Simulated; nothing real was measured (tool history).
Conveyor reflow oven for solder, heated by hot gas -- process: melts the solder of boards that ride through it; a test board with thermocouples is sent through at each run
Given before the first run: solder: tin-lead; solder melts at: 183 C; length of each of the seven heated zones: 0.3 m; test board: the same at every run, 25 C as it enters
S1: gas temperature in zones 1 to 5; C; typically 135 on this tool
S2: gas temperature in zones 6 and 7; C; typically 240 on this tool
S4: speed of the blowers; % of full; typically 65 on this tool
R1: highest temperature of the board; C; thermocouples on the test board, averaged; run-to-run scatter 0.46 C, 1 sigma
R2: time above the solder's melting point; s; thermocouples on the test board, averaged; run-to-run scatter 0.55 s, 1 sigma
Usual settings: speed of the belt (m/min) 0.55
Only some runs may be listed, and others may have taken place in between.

{"run": 1, "hour": 0.0, "S1": 135, "S2": 240, "speed of the belt (m/min)": 0.55, "S4": 65, "R1": 217.6, "R2": 47.8}
{"run": 2, "hour": 26.9, "S1": 137, "S2": 240, "speed of the belt (m/min)": 0.55, "S4": 65, "R1": 217.9, "R2": 48.2}
{"run": 3, "hour": 64.1, "S1": 137, "S2": 240, "speed of the belt (m/min)": 0.55, "S4": 65, "R1": 218.7, "R2": 48.2}
{"run": 4, "hour": 86.3, "S1": 135, "S2": 240, "speed of the belt (m/min)": 0.55, "S4": 65, "R1": 217.6, "R2": 46.8}
{"run": 5, "hour": 118.7, "S1": 135, "S2": 240, "speed of the belt (m/min)": 0.55, "S4": 65, "R1": 217.1, "R2": 47.3}
{"run": 6, "hour": 140.2, "S1": 135, "S2": 240, "speed of the belt (m/min)": 0.529, "S4": 65, "R1": 218.3, "R2": 50.3}
{"run": 7, "hour": 162.7, "S1": 135, "S2": 240, "speed of the belt (m/min)": 0.529, "S4": 65, "R1": 217.9, "R2": 49.8}
{"run": 8, "hour": 190.0, "S1": 135, "S2": 240, "speed of the belt (m/min)": 0.529, "S4": 65, "R1": 218.7, "R2": 49.9}
{"run": 9, "hour": 220.3, "S1": 135, "S2": 240, "speed of the belt (m/min)": 0.529, "S4": 65, "R1": 219.1, "R2": 50.2}
{"run": 10, "hour": 244.3, "S1": 135, "S2": 240, "speed of the belt (m/min)": 0.529, "S4": 65, "R1": 218.2, "R2": 50.7}
{"run": 11, "hour": 262.7, "S1": 135, "S2": 240, "speed of the belt (m/min)": 0.529, "S4": 65, "R1": 218.4, "R2": 49.8}
{"run": 12, "hour": 294.1, "S1": 135, "S2": 240, "speed of the belt (m/min)": 0.529, "S4": 65, "R1": 218.4, "R2": 50}
{"run": 13, "hour": 318.8, "S1": 135, "S2": 240, "speed of the belt (m/min)": 0.529, "S4": 65, "R1": 219.4, "R2": 51.1}
{"run": 14, "hour": 341.6, "S1": 135, "S2": 240, "speed of the belt (m/min)": 0.529, "S4": 65, "R1": 218.8, "R2": 51.1}
{"run": 15, "hour": 369.0, "S1": 123, "S2": 240, "speed of the belt (m/min)": 0.529, "S4": 65, "R1": 216.8, "R2": 44.8}
{"run": 16, "hour": 407.6, "S1": 123, "S2": 240, "speed of the belt (m/min)": 0.529, "S4": 65, "R1": 216.2, "R2": 43.9}
{"run": 17, "hour": 426.1, "S1": 123, "S2": 240, "speed of the belt (m/min)": 0.529, "S4": 65, "R1": 216.2, "R2": 45.1}

For run 18, what comes out?
{"run": 18, "hour": 458.2, "S1": 126, "S2": 240, "speed of the belt (m/min)": 0.508, "S4": 65, "R1": "?", "R2": "?"}

Run 18 came out at R1 218 C, R2 49.1 s.
With the hidden condition absent and the run-to-run variation left alone, this run would have shown R1 218.2 C, R2 49.2 s.
